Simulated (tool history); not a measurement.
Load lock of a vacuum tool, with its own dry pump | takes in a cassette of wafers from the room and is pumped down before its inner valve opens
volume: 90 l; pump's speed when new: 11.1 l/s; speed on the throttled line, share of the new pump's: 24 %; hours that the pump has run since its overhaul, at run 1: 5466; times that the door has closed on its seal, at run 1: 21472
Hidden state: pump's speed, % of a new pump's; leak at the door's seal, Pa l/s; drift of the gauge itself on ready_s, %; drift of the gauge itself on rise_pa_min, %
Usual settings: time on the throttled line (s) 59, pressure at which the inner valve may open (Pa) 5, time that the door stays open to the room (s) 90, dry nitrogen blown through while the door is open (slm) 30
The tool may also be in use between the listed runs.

run	day	time on the throttled line (s)	pressure at which the inner valve may open (Pa)	time that the door stays open to the room (s)	dry nitrogen blown through while the door is open (slm)	hours that the pump has run since its overhaul	times that the door has closed on its seal	incoming humidity of the room's air, %	time from the closed door until the inner valve may open (s)	rise of the pressure with all valves shut (Pa/min)
1	0.000	59	5	90	30	5466	21472	43.1	132.6	0.098
2	13.308	59	5	90	30	5785	22393	38.5	134.2	0.105
3	24.362	59	5	90	30	6051	23159	45.0	134.6	0.108
4	40.646	59	5	90	30	6442	24286	47.5	135.9	0.111
5	53.688	59	5	90	30	6754	25189	44.2	134.2	0.113
6	67.683	77	5	90	30	7090	26158	48.3	148.5	0.125
7	81.196	58	5	90	30	7415	27094	46.0	136.7	0.133
8	95.725	59	5	90	30	7763	28100	45.1	138.2	0.135
9	110.479	59	5	90	30	8117	29122	44.4	135.8	0.146
10	121.208	59	5	90	30	8375	29865	42.7	138.2	0.150
11	136.429	59	5	90	30	8740	30919	49.3	139.1	0.155
12	148.800	59	5	90	30	9037	31775	42.7	139.8	0.156
13	161.162	59	5	90	30	9334	32631	45.3	141.1	0.170
14	171.342	59	5	90	30	9578	33336	44.7	139.9	0.172
15	185.342	59	5	90	30	9914	34305	46.2	141.4	0.182
16	193.967	59	5	90	30	10121	34903	44.1	142.2	0.185
17	203.217	59	9	29	30	10343	35543	45.7	136.3	0.192
18	211.288	112	9	29	30	10537	36102	50.0	173.3	0.192
19	220.033	112	9	29	30	10747	36708	45.7	174.0	0.199
20	237.400	112	9	29	30	11164	37910	44.0	174.2	0.210
# day 246.933: dry pump taken out, an overhauled one fitted
21	253.658	112	7	29	30	161	39019	46.5	161.8	0.211
22	266.204	59	5	90	43	463	39887	50.0	124.5	0.221
23	278.621	53	6	99	34	761	40747	41.4	118.8	0.232
24	287.079	53	6	99	34	964	41333	46.8	119.4	0.246
25	301.350	53	6	99	27	1306	42321	43.7	121.6	0.255
26	312.875	116	5	42	30	1583	43119	44.6	169.7	0.253
27	328.288	41	7	168	30	1953	44186	44.6	111.0	0.267
28	343.283	52	8	90	25	2312	45224	40.7	118.3	0.269
29	353.562	52	8	90	25	2559	45936	46.1	118.3	0.277
30	365.858	52	8	90	26	2854	46787	46.2	117.8	0.290
31	374.521	37	9	137	14	3062	47387	44.3	106.4	0.310

Measured less the same run without the tool's hidden state. The same run-to-run variation is in both; the gauge's scatter may not be:
run	time from the closed door until the inner valve may open (s)	rise of the pressure with all valves shut (Pa/min)
1	+7.3	+0.086
2	+7.8	+0.093
3	+8.2	+0.096
4	+8.9	+0.103
5	+9.3	+0.106
6	+9.2	+0.114
7	+10.5	+0.119
8	+11.0	+0.126
9	+11.4	+0.135
10	+12.1	+0.142
11	+12.8	+0.147
12	+13.4	+0.151
13	+14.0	+0.161
14	+14.2	+0.163
15	+15.1	+0.173
16	+15.5	+0.179
17	+14.5	+0.184
18	+11.8	+0.188
19	+12.1	+0.193
20	+12.7	+0.204
21	-1.2	+0.206
22	-1.1	+0.218
23	-0.7	+0.223
24	-0.6	+0.230
25	-0.1	+0.241
26	+0.1	+0.242
27	+0.6	+0.253
28	+1.2	+0.261
29	+1.5	+0.267
30	+1.9	+0.279
31	+2.3	+0.282
